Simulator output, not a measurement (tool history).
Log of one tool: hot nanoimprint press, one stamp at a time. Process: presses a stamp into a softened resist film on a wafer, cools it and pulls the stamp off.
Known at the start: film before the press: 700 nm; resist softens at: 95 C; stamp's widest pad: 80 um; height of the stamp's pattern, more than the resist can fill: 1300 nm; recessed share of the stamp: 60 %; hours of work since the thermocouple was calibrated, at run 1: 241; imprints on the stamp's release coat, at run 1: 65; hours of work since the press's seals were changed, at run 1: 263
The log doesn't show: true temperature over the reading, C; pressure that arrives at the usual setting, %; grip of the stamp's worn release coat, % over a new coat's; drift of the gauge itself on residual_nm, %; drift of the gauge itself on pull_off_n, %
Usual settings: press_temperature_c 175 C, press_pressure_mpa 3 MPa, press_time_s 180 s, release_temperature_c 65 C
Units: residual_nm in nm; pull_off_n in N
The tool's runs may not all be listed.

| run | day | press_temperature_c | press_pressure_mpa | press_time_s | release_temperature_c | hours of work since the thermocouple was calibrated | imprints on the stamp's release coat | hours of work since the press's seals were changed | residual_nm | pull_off_n |
|---|---|---|---|---|---|---|---|---|---|---|
| 1 | 0 | 175 | 3 | 180 | 65 | 241 | 65 | 263 | 325.8 | 158 |
| 2 | 0.604 | 175 | 3 | 180 | 65 | 251 | 139 | 273 | 327 | 158.9 |
| 3 | 1.217 | 175 | 3 | 180 | 65 | 261 | 213 | 283 | 328.6 | 158.3 |
| 4 | 2.079 | 175 | 3 | 180 | 65 | 275 | 319 | 297 | 326.4 | 160 |
| 5 | 2.792 | 175 | 3 | 180 | 65 | 287 | 406 | 308 | 327 | 159.2 |
| 6 | 3.45 | 175 | 3 | 180 | 65 | 298 | 486 | 319 | 327.3 | 158 |
|  | 3.967 | stamp cleaned and given a new release coat |
| 7 | 4.692 | 175 | 3 | 180 | 65 | 314 | 88 | 335 | 326.4 | 161 |
| 8 | 5.292 | 175 | 3 | 180 | 65 | 324 | 161 | 345 | 325.9 | 159 |
| 9 | 5.792 | 166 | 3 | 180 | 65 | 332 | 223 | 353 | 434.1 | 158.8 |
| 10 | 6.338 | 166 | 3 | 180 | 65 | 341 | 289 | 362 | 433.5 | 160.3 |
| 11 | 7.204 | 169 | 2.61 | 180 | 65 | 355 | 395 | 376 | 422.4 | 159.3 |
| 12 | 8.142 | 171 | 2.74 | 116 | 65 | 370 | 510 | 392 | 438.9 | 160 |
|  | 8.471 | stamp cleaned and given a new release coat |
| 13 | 8.929 | 171 | 2.02 | 116 | 51 | 379 | 56 | 400 | 501.4 | 179.3 |
|  | 9.35 | plate thermocouple calibrated |
| 14 | 9.817 | 183 | 3 | 238 | 67 | 8 | 149 | 413 | 230.8 | 156.7 |
| 15 | 10.683 | 187 | 3 | 238 | 72 | 22 | 255 | 427 | 204.3 | 151.7 |
| 16 | 11.221 | 170 | 3 | 220 | 65 | 31 | 320 | 436 | 360.2 | 162 |
| 17 | 11.646 | 171 | 3.02 | 172 | 60 | 37 | 372 | 443 | 374.5 | 165.6 |
| 18 | 12.146 | 171 | 3.02 | 172 | 60 | 46 | 433 | 451 | 374.6 | 168.1 |
|  | 13.171 | stamp cleaned and given a new release coat |
| 19 | 13.229 | 186 | 2.75 | 218 | 70 | 59 | 7 | 465 | 229.5 | 155.6 |
| 20 | 13.892 | 186 | 2.75 | 218 | 70 | 70 | 88 | 475 | 229.9 | 154.1 |

3 ways to go on from here, each from the tool as it stands after run 20. What would each give?
| A | 14.6 | 184 | 2.75 | 218 | 70 | 82 | 174 | 487 | ? | ? |
| B | 14.6 | 176 | 3.57 | 218 | 52 | 82 | 174 | 487 | ? | ? |
| C | 14.6 | 186 | 2.75 | 218 | 51 | 82 | 174 | 487 | ? | ? |

| run | residual_nm | pull_off_n |
|---|---|---|
| A | 244.5 | 154.9 |
| B | 268.8 | 178 |
| C | 229.2 | 178.1 |
Without the tool's hidden state the same runs would have given:
| run | residual_nm | pull_off_n |
|---|---|---|
| A | 244.4 | 151.8 |
| B | 268.7 | 174.4 |
| C | 229.1 | 174.5 |
